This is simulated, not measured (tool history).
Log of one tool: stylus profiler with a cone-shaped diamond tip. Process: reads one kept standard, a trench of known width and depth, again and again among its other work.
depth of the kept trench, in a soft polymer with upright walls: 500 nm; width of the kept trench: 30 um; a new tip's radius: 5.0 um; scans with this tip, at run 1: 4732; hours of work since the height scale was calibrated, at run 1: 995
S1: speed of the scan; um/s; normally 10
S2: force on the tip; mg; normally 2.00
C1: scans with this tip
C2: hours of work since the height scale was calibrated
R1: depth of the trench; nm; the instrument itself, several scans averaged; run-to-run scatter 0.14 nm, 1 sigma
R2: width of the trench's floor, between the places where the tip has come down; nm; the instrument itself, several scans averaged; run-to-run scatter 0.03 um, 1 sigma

run,day,S1,S2,C1,C2,R1,R2
1,0.000,10,2.00,4732,995,508.52,24230
2,1.412,10,2.00,4813,1012,508.54,24210
3,2.429,10,2.00,4872,1024,508.48,24170
4,3.425,10,2.00,4929,1036,508.54,24210
5,5.188,18,2.00,5030,1057,508.16,24170
6,6.450,18,2.00,5102,1073,508.45,24230
7,7.767,18,2.00,5178,1088,508.76,24090
8,9.462,18,2.00,5275,1109,508.44,24110
9,10.542,18,2.00,5337,1122,508.61,24080
10,11.608,18,2.00,5398,1135,508.81,24020
11,12.704,18,2.00,5461,1148,508.73,24010
12,14.279,10,2.00,5552,1167,508.78,24060
13,16.225,10,2.00,5663,1190,508.97,24030
14,17.900,10,2.00,5759,1211,508.93,24000
15,19.904,10,2.00,5874,1235,509.02,23960
16,21.425,5,2.00,5962,1253,508.95,23910
17,22.692,7,2.00,6034,1269,509.00,23950
18,24.838,7,2.00,6158,1294,509.15,23860
19,26.012,10,2.00,6225,1309,508.97,23860
# day 26.217: height scale calibrated on a step standard
20,27.508,10,2.00,6310,16,509.63,23840
21,29.121,4,2.00,6402,35,509.67,23840
22,30.354,4,2.00,6473,50,509.66,23850
23,31.954,10,3.43,6565,69,512.32,23760
# day 32.979: height scale calibrated on a step standard, once more
24,33.296,6,4.41,6640,4,510.49,23790
25,35.112,12,0.71,6745,26,503.09,23700
26,36.921,12,0.71,6848,48,503.52,23700
27,38.679,12,0.71,6949,69,503.02,23720
28,40.817,3,2.62,7072,95,507.69,23640
29,42.150,5,4.29,7148,111,510.78,23700
30,43.479,12,1.06,7225,127,504.35,23630
31,45.438,3,3.21,7337,150,509.18,23580
32,46.767,4,4.48,7413,166,511.02,23670
33,48.233,4,4.48,7498,184,511.35,23590
34,49.454,3,4.38,7568,199,511.12,23570
35,51.433,3,4.38,7681,223,511.27,23540
36,53.721,19,1.76,7812,250,505.89,23470
37,55.633,19,1.76,7922,273,506.18,23430
38,56.933,17,0.87,7997,289,504.07,23410
39,58.450,3,1.83,8084,307,506.68,23470
40,60.471,3,1.83,8200,332,506.73,23430
41,61.988,10,3.03,8287,350,509.37,23400
42,63.762,7,0.99,8389,371,504.91,23340

Measured result minus the same run's result without the hidden state. Both carry the same run-to-run variation, though not necessarily the same gauge scatter:
Hidden state at play: radius of the tip, um; height scale over the true one, %; drift of the gauge itself on depth_nm, %; drift of the gauge itself on floor_um, %.
run,R1,R2
1,+2.03,-1380
2,+2.07,-1410
3,+2.10,-1420
4,+2.13,-1440
5,+2.17,-1460
6,+2.21,-1480
7,+2.24,-1490
8,+2.29,-1520
9,+2.32,-1540
10,+2.35,-1550
11,+2.37,-1560
12,+2.42,-1590
13,+2.48,-1620
14,+2.53,-1640
15,+2.58,-1670
16,+2.62,-1690
17,+2.66,-1700
18,+2.72,-1740
19,+2.75,-1750
20,+3.15,-1770
21,+3.20,-1800
22,+3.24,-1820
23,+3.30,-1830
24,-0.05,-1860
25,-0.01,-1870
26,+0.05,-1900
27,+0.09,-1920
28,+0.16,-1960
29,+0.20,-1980
30,+0.23,-1990
31,+0.29,-2020
32,+0.33,-2030
33,+0.37,-2050
34,+0.39,-2070
35,+0.45,-2100
36,+0.51,-2130
37,+0.57,-2160
38,+0.60,-2170
39,+0.64,-2190
40,+0.70,-2220
41,+0.75,-2240
42,+0.79,-2260
